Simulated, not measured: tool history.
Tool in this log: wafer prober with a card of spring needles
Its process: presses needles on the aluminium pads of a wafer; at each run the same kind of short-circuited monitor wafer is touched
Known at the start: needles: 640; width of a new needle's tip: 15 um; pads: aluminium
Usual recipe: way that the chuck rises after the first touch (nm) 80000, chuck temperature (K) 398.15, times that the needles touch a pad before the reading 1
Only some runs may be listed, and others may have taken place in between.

run     day  way that the chuck rises after the first touch (nm)  chuck temperature (K)  times that the needles touch a pad before the reading  resistance of one needle with its contact and lead (mohm)  way that a needle slides on the pad (nm)
  1       0                                                80000                 398.15                                                      1                                                        252                                     11350
      0.612  -- tips cleaned on abrasive film
      1.167  -- tips cleaned on abrasive film
  2     1.4                                                80000                 398.15                                                      1                                                        268                                     11320
      1.729  -- tips cleaned on abrasive film
  3   2.171                                                80000                 398.15                                                      1                                                        277                                     11340
      2.296  -- tips cleaned on abrasive film
      2.883  -- tips cleaned on abrasive film
  4   3.308                                                80000                 398.15                                                      1                                                        276                                     11320
      3.517  -- tips cleaned on abrasive film
      3.946  -- height of the first contact set anew
      4.079  -- tips cleaned on abrasive film
      4.679  -- tips cleaned on abrasive film
  5   4.842                                                80000                 398.15                                                      1                                                        268                                     11340
      5.225  -- tips cleaned on abrasive film
      5.767  -- tips cleaned on abrasive film
  6   6.254                                                80000                 398.15                                                      1                                                        274                                     11330
      6.383  -- tips cleaned on abrasive film
      6.975  -- tips cleaned on abrasive film
      7.558  -- tips cleaned on abrasive film
  7    8.05                                                89000                 302.15                                                      2                                                        244                                     12570
      8.129  -- tips cleaned on abrasive film
      8.762  -- tips cleaned on abrasive film
      9.117  -- height of the first contact set anew
      9.371  -- tips cleaned on abrasive film
  8   9.771                                                89000                 302.15                                                      2                                                        243                                     12630
      9.979  -- tips cleaned on abrasive film
     10.529  -- tips cleaned on abrasive film
     11.092  -- tips cleaned on abrasive film
  9  11.521                                                95000                 300.15                                                      1                                                        249                                     13460
      11.65  -- tips cleaned on abrasive film
     12.242  -- tips cleaned on abrasive film
     12.817  -- tips cleaned on abrasive film
 10  12.946                                                95000                 300.15                                                      1                                                        235                                     13440
     13.446  -- tips cleaned on abrasive film
     14.017  -- tips cleaned on abrasive film
 11  14.175                                                95000                 300.15                                                      1                                                        242                                     13440

Branching from run 11: 5 alternative next runs. What would each branch give?
     14.312  -- height of the first contact set anew
     14.633  -- tips cleaned on abrasive film
     15.225  -- tips cleaned on abrasive film
  A  15.296                                                72000                 322.15                                                      1                                                          ?                                         ?
     14.312  -- height of the first contact set anew
     14.633  -- tips cleaned on abrasive film
     15.225  -- tips cleaned on abrasive film
  B  15.296                                                75000                 303.15                                                      1                                                          ?                                         ?
     14.312  -- height of the first contact set anew
     14.633  -- tips cleaned on abrasive film
     15.225  -- tips cleaned on abrasive film
  C  15.296                                                78000                 362.15                                                      1                                                          ?                                         ?
     14.312  -- height of the first contact set anew
     14.633  -- tips cleaned on abrasive film
     15.225  -- tips cleaned on abrasive film
  D  15.296                                                80000                 398.15                                                      3                                                          ?                                         ?
     14.312  -- height of the first contact set anew
     14.633  -- tips cleaned on abrasive film
     15.225  -- tips cleaned on abrasive film
  E  15.296                                                68000                 300.15                                                      1                                                          ?                                         ?

run  resistance of one needle with its contact and lead (mohm)  way that a needle slides on the pad (nm)
  A                                                        248                                     10200
  B                                                        239                                     10630
  C                                                        252                                     11090
  D                                                        256                                     11370
  E                                                        241                                      9650
Had the tool no hidden state, the same runs would have come out as:
run  resistance of one needle with its contact and lead (mohm)  way that a needle slides on the pad (nm)
  A                                                        238                                     10220
  B                                                        229                                     10650
  C                                                        244                                     11110
  D                                                        253                                     11390
  E                                                        229                                      9670

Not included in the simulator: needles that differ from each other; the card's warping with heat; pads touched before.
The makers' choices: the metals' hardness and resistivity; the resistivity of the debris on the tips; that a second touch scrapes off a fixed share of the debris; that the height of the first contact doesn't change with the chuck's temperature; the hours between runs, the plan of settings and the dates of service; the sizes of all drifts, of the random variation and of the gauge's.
